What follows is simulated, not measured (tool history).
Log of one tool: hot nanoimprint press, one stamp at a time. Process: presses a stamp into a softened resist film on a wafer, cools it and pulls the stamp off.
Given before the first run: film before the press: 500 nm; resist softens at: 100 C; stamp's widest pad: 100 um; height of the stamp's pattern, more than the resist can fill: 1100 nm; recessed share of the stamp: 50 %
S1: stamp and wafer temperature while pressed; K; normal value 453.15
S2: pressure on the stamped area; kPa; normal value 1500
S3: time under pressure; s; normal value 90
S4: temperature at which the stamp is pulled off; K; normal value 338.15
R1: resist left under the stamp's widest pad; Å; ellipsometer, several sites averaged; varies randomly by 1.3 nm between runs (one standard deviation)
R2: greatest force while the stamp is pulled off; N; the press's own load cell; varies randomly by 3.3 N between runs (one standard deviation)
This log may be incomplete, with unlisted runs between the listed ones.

Run 1, hour 0.0: usual settings. Result: R1 2708 Å, R2 165 N.
Run 2, hour 6.7: usual settings. Result: R1 2696 Å, R2 157 N.
Run 3, hour 14.3: usual settings. Result: R1 2715 Å, R2 160 N.
Run 4, hour 21.5: usual settings. Result: R1 2735 Å, R2 165 N.
Run 5, hour 26.6: usual settings. Result: R1 2716 Å, R2 167 N.
Run 6, hour 32.3: usual settings. Result: R1 2727 Å, R2 164 N.
Run 7, hour 41.2: usual settings. Result: R1 2741 Å, R2 154 N.
Run 8, hour 46.3: usual settings. Result: R1 2736 Å, R2 163 N.
Run 9, hour 52.7: usual settings but S1 462.15 K. Result: R1 2240 Å, R2 150 N.
Run 10, hour 59.5: usual settings. Result: R1 2741 Å, R2 159 N.
Run 11, hour 64.3: usual settings. Result: R1 2743 Å, R2 161 N.
Run 12, hour 74.6: usual settings. Result: R1 2731 Å, R2 163 N.
Run 13, hour 80.0: usual settings. Result: R1 2727 Å, R2 162 N.
Run 14, hour 87.1: usual settings but S4 341.15 K. Result: R1 2743 Å, R2 156 N.
Run 15, hour 96.6: usual settings but S4 341.15 K. Result: R1 2722 Å, R2 148 N.
Run 16, hour 105.7: usual settings but S3 77 s, S4 339.15 K. Result: R1 2877 Å, R2 160 N.
Run 17, hour 115.6: usual settings but S1 457.15 K, S2 1630 kPa, S3 77 s, S4 323.15 K. Result: R1 2579 Å, R2 188 N.
Run 18, hour 123.9: usual settings but S3 100 s, S4 345.15 K. Result: R1 2631 Å, R2 154 N.
Run 19, hour 132.9: usual settings but S3 63 s. Result: R1 3082 Å, R2 157 N.

What does the tool deliver on the next run?
Run 20, hour 143.1: usual settings but S2 2290 kPa, S4 328.15 K. Result: R1 ?, R2 ?.

R1: 2333 Å
R2: 174 N
Minus the tool's unlogged condition, the same run would have read R1 2303 Å, R2 172 N.
